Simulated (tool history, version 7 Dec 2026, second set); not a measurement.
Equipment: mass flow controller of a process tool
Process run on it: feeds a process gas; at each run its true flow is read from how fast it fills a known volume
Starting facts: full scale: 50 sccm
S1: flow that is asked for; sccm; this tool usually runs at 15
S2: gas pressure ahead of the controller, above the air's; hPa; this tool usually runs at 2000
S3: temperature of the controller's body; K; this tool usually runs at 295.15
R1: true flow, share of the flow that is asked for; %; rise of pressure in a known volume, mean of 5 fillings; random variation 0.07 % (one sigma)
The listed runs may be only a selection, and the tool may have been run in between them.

run,hour,S1,S2,S3,R1
1,0,15,2000,295.15,97.27
2,92.8,15,2000,295.15,97.33
3,271.9,15,2000,295.15,97.31
4,395.7,15,2000,295.15,97.22
5,563.6,11,2000,295.15,96.99
6,672,15,2000,295.15,97.13
7,791.8,15,2000,295.15,97.01
8,959.7,15,2000,295.15,97.07
9,1108.1,15,2390,311.15,95.54
10,1323,14,1920,300.15,96.54
11,1534.1,14,1920,300.15,96.55
# hour 1547.6: controller's zero set anew
12,1712.5,14,1920,300.15,96.53

Run 13 is up next; what results do you expect?
13,1848.4,14,2000,308.15,?

R1: 95.91 %
With the hidden condition absent and the run-to-run variation left alone, this run would have shown R1 96.99 %.

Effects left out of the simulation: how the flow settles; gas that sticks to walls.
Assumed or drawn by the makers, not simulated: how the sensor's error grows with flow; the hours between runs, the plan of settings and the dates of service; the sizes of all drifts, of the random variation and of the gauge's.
